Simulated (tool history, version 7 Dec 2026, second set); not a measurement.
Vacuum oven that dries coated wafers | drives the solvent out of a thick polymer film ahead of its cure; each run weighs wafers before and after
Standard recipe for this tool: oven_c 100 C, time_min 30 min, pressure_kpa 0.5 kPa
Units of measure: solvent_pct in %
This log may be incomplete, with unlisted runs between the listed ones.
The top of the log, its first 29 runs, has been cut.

run   hour  oven_c  time_min  pressure_kpa  solvent_pct
 30  254.1      94        53         1.086        1.356
 31  266.8      94        53         1.086        1.338
 32  277.5      94        53         1.086        1.339
 33  284.4      87        53         1.617        3.182
 34  291.6      87        53         1.617        3.184
 35    298     114        30           0.5         0.28
 36  310.2      90        53           0.5        1.475
 37  320.1      90        53           0.5        1.455
 38  329.7      90        53           0.5        1.465
 39  335.2      90        53           0.5        1.475
 40  347.9      95        15           0.5        4.502
 41  355.1     111        29         1.716        0.858
 42  366.8      88        36         0.387         3.09
 43  375.8      88        18         0.387        6.008
 44  382.1      98        26         0.387        1.542
 45  393.9      98        26         0.387        1.538
 46  400.3      98        26         0.387         1.54

Forecast each of these 3 alternatives for the next run:
  A  406.8     103        26         0.387            ?
  B  406.8     115        26         0.754            ?
  C  406.8      98        24         0.374            ?

run  solvent_pct
  A         0.75
  B        0.372
  C         1.75
With no hidden state in the tool, these same runs would have given:
run  solvent_pct
  A        0.644
  B        0.291
  C        1.649

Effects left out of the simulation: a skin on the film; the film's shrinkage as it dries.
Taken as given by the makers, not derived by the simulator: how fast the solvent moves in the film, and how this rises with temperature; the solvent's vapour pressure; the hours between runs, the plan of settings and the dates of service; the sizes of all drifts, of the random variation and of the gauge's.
